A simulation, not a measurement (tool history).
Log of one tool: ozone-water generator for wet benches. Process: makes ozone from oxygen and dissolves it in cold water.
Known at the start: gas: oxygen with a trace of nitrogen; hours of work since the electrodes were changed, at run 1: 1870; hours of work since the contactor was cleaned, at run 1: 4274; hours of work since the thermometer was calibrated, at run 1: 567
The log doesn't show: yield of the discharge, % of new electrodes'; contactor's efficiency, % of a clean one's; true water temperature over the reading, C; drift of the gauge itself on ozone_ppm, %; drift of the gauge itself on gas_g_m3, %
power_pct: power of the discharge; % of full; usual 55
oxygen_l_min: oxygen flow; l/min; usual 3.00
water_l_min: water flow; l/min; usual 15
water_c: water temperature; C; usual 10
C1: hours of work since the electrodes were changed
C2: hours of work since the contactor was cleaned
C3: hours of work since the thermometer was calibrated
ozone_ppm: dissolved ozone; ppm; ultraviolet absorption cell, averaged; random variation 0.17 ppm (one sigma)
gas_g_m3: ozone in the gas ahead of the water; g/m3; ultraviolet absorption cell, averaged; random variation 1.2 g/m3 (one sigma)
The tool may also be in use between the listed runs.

run 1 day=0.000 | power_pct=55 oxygen_l_min=3.00 water_l_min=15 water_c=10 | C1=1870 C2=4274 C3=567 | ozone_ppm=23.0 gas_g_m3=216.4
run 2 day=1.225 | power_pct=63 oxygen_l_min=3.00 water_l_min=15 water_c=10 | C1=1899 C2=4303 C3=596 | ozone_ppm=24.9 gas_g_m3=229.9
run 3 day=2.504 | power_pct=63 oxygen_l_min=3.00 water_l_min=15 water_c=10 | C1=1928 C2=4332 C3=626 | ozone_ppm=24.6 gas_g_m3=229.1
run 4 day=4.200 | power_pct=63 oxygen_l_min=3.00 water_l_min=15 water_c=10 | C1=1968 C2=4372 C3=665 | ozone_ppm=24.4 gas_g_m3=227.1
run 5 day=5.479 | power_pct=55 oxygen_l_min=3.00 water_l_min=15 water_c=10 | C1=1997 C2=4401 C3=695 | ozone_ppm=23.0 gas_g_m3=212.7
run 6 day=8.096 | power_pct=55 oxygen_l_min=3.00 water_l_min=15 water_c=10 | C1=2058 C2=4462 C3=755 | ozone_ppm=23.0 gas_g_m3=214.6
run 7 day=10.917 | power_pct=55 oxygen_l_min=3.00 water_l_min=15 water_c=10 | C1=2123 C2=4527 C3=820 | ozone_ppm=22.8 gas_g_m3=212.8
run 8 day=13.583 | power_pct=55 oxygen_l_min=3.00 water_l_min=15 water_c=10 | C1=2185 C2=4589 C3=882 | ozone_ppm=23.0 gas_g_m3=213.2
run 9 day=15.446 | power_pct=55 oxygen_l_min=3.00 water_l_min=15 water_c=10 | C1=2228 C2=4632 C3=926 | ozone_ppm=23.0 gas_g_m3=211.8
run 10 day=18.142 | power_pct=55 oxygen_l_min=3.00 water_l_min=15 water_c=10 | C1=2291 C2=4695 C3=988 | ozone_ppm=23.1 gas_g_m3=213.3
run 11 day=19.767 | power_pct=55 oxygen_l_min=3.00 water_l_min=12 water_c=10 | C1=2328 C2=4732 C3=1026 | ozone_ppm=27.8 gas_g_m3=211.5
run 12 day=22.012 | power_pct=55 oxygen_l_min=3.00 water_l_min=12 water_c=10 | C1=2381 C2=4784 C3=1078 | ozone_ppm=27.8 gas_g_m3=212.9
run 13 day=23.258 | power_pct=93 oxygen_l_min=3.00 water_l_min=12 water_c=10 | C1=2409 C2=4813 C3=1107 | ozone_ppm=35.6 gas_g_m3=273.1
run 14 day=24.812 | power_pct=41 oxygen_l_min=3.10 water_l_min=15 water_c=11 | C1=2445 C2=4849 C3=1143 | ozone_ppm=19.4 gas_g_m3=181.1
run 15 day=27.825 | power_pct=41 oxygen_l_min=3.10 water_l_min=15 water_c=11 | C1=2515 C2=4919 C3=1213 | ozone_ppm=20.0 gas_g_m3=179.9
run 16 day=29.429 | power_pct=54 oxygen_l_min=1.92 water_l_min=12 water_c=12 | C1=2552 C2=4956 C3=1250 | ozone_ppm=25.8 gas_g_m3=270.7
run 17 day=32.308 | power_pct=54 oxygen_l_min=1.92 water_l_min=12 water_c=12 | C1=2619 C2=5023 C3=1316 | ozone_ppm=25.8 gas_g_m3=271.7
run 18 day=34.496 | power_pct=81 oxygen_l_min=3.78 water_l_min=15 water_c=6 | C1=2670 C2=5074 C3=1367 | ozone_ppm=29.5 gas_g_m3=225.8
run 19 day=36.896 | power_pct=92 oxygen_l_min=4.87 water_l_min=11 water_c=6 | C1=2726 C2=5129 C3=1423 | ozone_ppm=40.0 gas_g_m3=206.6
run 20 day=39.800 | power_pct=55 oxygen_l_min=3.93 water_l_min=15 water_c=10 | C1=2793 C2=5197 C3=1490 | ozone_ppm=23.4 gas_g_m3=180.6

Forecast each of these 4 alternatives for the next run:
run A day=42.638 | power_pct=55 oxygen_l_min=2.16 water_l_min=15 water_c=10 | C1=2859 C2=5263 C3=1556 | ozone_ppm=? gas_g_m3=?
run B day=42.638 | power_pct=55 oxygen_l_min=3.21 water_l_min=20 water_c=14 | C1=2859 C2=5263 C3=1556 | ozone_ppm=? gas_g_m3=?
run C day=42.638 | power_pct=75 oxygen_l_min=3.93 water_l_min=19 water_c=10 | C1=2859 C2=5263 C3=1556 | ozone_ppm=? gas_g_m3=?
run D day=42.638 | power_pct=55 oxygen_l_min=4.08 water_l_min=14 water_c=5 | C1=2859 C2=5263 C3=1556 | ozone_ppm=? gas_g_m3=?

run=A ozone_ppm=22.3 gas_g_m3=257.2
run=B ozone_ppm=16.6 gas_g_m3=202.8
run=C ozone_ppm=21.9 gas_g_m3=209.5
run=D ozone_ppm=26.1 gas_g_m3=175.8
Without the tool's hidden state the same runs would have given:
run=A ozone_ppm=23.2 gas_g_m3=261.7
run=B ozone_ppm=17.4 gas_g_m3=206.3
run=C ozone_ppm=22.9 gas_g_m3=213.8
run=D ozone_ppm=27.1 gas_g_m3=178.9
